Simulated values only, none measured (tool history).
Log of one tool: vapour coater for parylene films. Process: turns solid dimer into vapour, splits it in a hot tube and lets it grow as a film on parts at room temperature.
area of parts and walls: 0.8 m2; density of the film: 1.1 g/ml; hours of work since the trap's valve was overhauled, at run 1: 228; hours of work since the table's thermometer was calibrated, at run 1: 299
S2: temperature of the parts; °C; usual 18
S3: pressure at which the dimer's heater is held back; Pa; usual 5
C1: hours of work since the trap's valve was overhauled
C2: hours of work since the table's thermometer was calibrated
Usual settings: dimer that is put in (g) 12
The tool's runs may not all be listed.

Run 1, hour 0: usual settings; C1 228; C2 299. Result: thickness of the film (nm) 6410.
Run 2, hour 16.5: usual settings; C1 238; C2 309. Result: thickness of the film (nm) 6530.
Run 3, hour 45.7: usual settings but dimer that is put in (g) 7; C1 254; C2 325. Result: thickness of the film (nm) 3780.
Run 4, hour 67.1: usual settings but dimer that is put in (g) 7; C1 266; C2 337. Result: thickness of the film (nm) 3680.
Run 5, hour 85: usual settings but dimer that is put in (g) 7, S3 9.56 Pa; C1 276; C2 347. Result: thickness of the film (nm) 3430.
Run 6, hour 97.9: usual settings but S2 25 °C; C1 283; C2 355. Result: thickness of the film (nm) 5240.
Run 7, hour 125.2: usual settings but S2 25 °C; C1 299; C2 370. Result: thickness of the film (nm) 5300.
Run 8, hour 147: usual settings; C1 311; C2 382. Result: thickness of the film (nm) 6430.
Run 9, hour 163.7: usual settings; C1 321; C2 392. Result: thickness of the film (nm) 6310.
Run 10, hour 193.4: usual settings; C1 337; C2 409. Result: thickness of the film (nm) 6310.
Run 11, hour 217.5: usual settings; C1 351; C2 422. Result: thickness of the film (nm) 6230.
Run 12, hour 231: usual settings; C1 359; C2 430. Result: thickness of the film (nm) 6110.
At hour 246.7: trap's valve overhauled.
Run 13, hour 262.4: usual settings; C1 9; C2 445. Result: thickness of the film (nm) 7030.
Run 14, hour 278.5: usual settings but S2 29 °C; C1 18; C2 455. Result: thickness of the film (nm) 5090.
Run 15, hour 295.7: usual settings but S2 29 °C; C1 28; C2 464. Result: thickness of the film (nm) 5120.
Run 16, hour 316.8: usual settings; C1 40; C2 476. Result: thickness of the film (nm) 7000.
Run 17, hour 338.3: usual settings but S3 3.34 Pa; C1 52; C2 488. Result: thickness of the film (nm) 7220.
Run 18, hour 360.3: usual settings but S3 3.34 Pa; C1 64; C2 501. Result: thickness of the film (nm) 7300.
Run 19, hour 382.3: usual settings but S3 3.34 Pa; C1 77; C2 513. Result: thickness of the film (nm) 7180.
Run 20, hour 403.9: usual settings but S3 2.91 Pa; C1 89; C2 525. Result: thickness of the film (nm) 7200.
Run 21, hour 425.8: usual settings; C1 101; C2 538. Result: thickness of the film (nm) 6630.
Run 22, hour 440.5: usual settings; C1 109; C2 546. Result: thickness of the film (nm) 6770.
Run 23, hour 462.6: usual settings but S2 14 °C; C1 122; C2 558. Result: thickness of the film (nm) 7530.
Run 24, hour 481.5: usual settings but dimer that is put in (g) 17, S2 28 °C, S3 3.1 Pa; C1 133; C2 569. Result: thickness of the film (nm) 7780.
Run 25, hour 508.8: usual settings but dimer that is put in (g) 17, S2 28 °C, S3 3.1 Pa; C1 148; C2 585. Result: thickness of the film (nm) 7650.
Run 26, hour 520.8: usual settings but dimer that is put in (g) 17, S2 28 °C, S3 3.37 Pa; C1 155; C2 591. Result: thickness of the film (nm) 7520.
Run 27, hour 535.2: usual settings but dimer that is put in (g) 8, S2 14 °C, S3 5.5 Pa; C1 163; C2 599. Result: thickness of the film (nm) 4840.
Run 28, hour 550.1: usual settings but dimer that is put in (g) 8, S2 14 °C, S3 5.5 Pa; C1 171; C2 608. Result: thickness of the film (nm) 4970.
Run 29, hour 569.8: usual settings but dimer that is put in (g) 8, S2 14 °C, S3 5.5 Pa; C1 182; C2 619. Result: thickness of the film (nm) 4820.
Run 30, hour 585.5: usual settings but dimer that is put in (g) 8, S2 14 °C, S3 5.5 Pa; C1 191; C2 628. Result: thickness of the film (nm) 4890.
Run 31, hour 603.8: usual settings but dimer that is put in (g) 20, S2 16 °C, S3 7.74 Pa; C1 202; C2 638. Result: thickness of the film (nm) 11010.
Run 32, hour 628.2: usual settings but dimer that is put in (g) 20, S2 16 °C, S3 7.74 Pa; C1 215; C2 652. Result: thickness of the film (nm) 11000.
Run 33, hour 640.8: usual settings but dimer that is put in (g) 20, S2 25 °C, S3 6.26 Pa; C1 223; C2 659. Result: thickness of the film (nm) 8700.
Run 34, hour 653.7: usual settings but dimer that is put in (g) 21, S3 6.26 Pa; C1 230; C2 666. Result: thickness of the film (nm) 11360.
Run 35, hour 682.1: usual settings but dimer that is put in (g) 21, S3 10.98 Pa; C1 246; C2 682. Result: thickness of the film (nm) 10300.
Run 36, hour 707.8: usual settings but dimer that is put in (g) 21, S3 10.98 Pa; C1 260; C2 697. Result: thickness of the film (nm) 10300.
Run 37, hour 725.2: usual settings but dimer that is put in (g) 21, S3 10.98 Pa; C1 270; C2 707. Result: thickness of the film (nm) 10410.
Run 38, hour 748.4: usual settings but dimer that is put in (g) 21, S3 10.98 Pa; C1 283; C2 720. Result: thickness of the film (nm) 10180.
Run 39, hour 769.1: usual settings but S2 12 °C, S3 11.02 Pa; C1 295; C2 732. Result: thickness of the film (nm) 6960.
Run 40, hour 781.2: usual settings but dimer that is put in (g) 6, S2 16 °C, S3 11.02 Pa; C1 302; C2 738. Result: thickness of the film (nm) 3090.
Run 41, hour 801.9: usual settings but dimer that is put in (g) 22, S2 27 °C, S3 11.02 Pa; C1 314; C2 750. Result: thickness of the film (nm) 8220.
Run 42, hour 831.3: usual settings but dimer that is put in (g) 22, S2 27 °C, S3 11.02 Pa; C1 330; C2 767. Result: thickness of the film (nm) 8170.
Run 43, hour 852.9: usual settings but dimer that is put in (g) 15, S2 12 °C, S3 6.18 Pa; C1 342; C2 779. Result: thickness of the film (nm) 8950.
Run 44, hour 871.4: usual settings but dimer that is put in (g) 15, S2 12 °C, S3 6.18 Pa; C1 353; C2 789. Result: thickness of the film (nm) 9130.
Run 45, hour 884.8: usual settings but dimer that is put in (g) 13, S2 28 °C, S3 3.5 Pa; C1 360; C2 797. Result: thickness of the film (nm) 5460.
At hour 896.8: trap's valve overhauled.
Run 46, hour 916.2: usual settings but dimer that is put in (g) 13, S2 21 °C, S3 3.48 Pa; C1 11; C2 812. Result: thickness of the film (nm) 7390.

The same runs without the tool's hidden state, with the same run-to-run variation:
The hidden state here: vapour lost through the trap's worn valve, %; true temperature of the parts over the reading, C; drift of the gauge itself on film_um, %.
run  thickness of the film (nm)
  1                        6840
  2                        6990
  3                        4070
  4                        3970
  5                        3720
  6                        5690
  7                        5780
  8                        7040
  9                        6940
 10                        6980
 11                        6920
 12                        6810
 13                        6980
 14                        5060
 15                        5110
 16                        7010
 17                        7260
 18                        7360
 19                        7270
 20                        7320
 21                        6760
 22                        6920
 23                        7730
 24                        8000
 25                        7910
 26                        7800
 27                        5030
 28                        5180
 29                        5030
 30                        5120
 31                       11570
 32                       11610
 33                        9200
 34                       12050
 35                       10970
 36                       11030
 37                       11180
 38                       10990
 39                        7540
 40                        3350
 41                        8950
 42                        8950
 43                        9840
 44                       10070
 45                        6040
 46                        7300
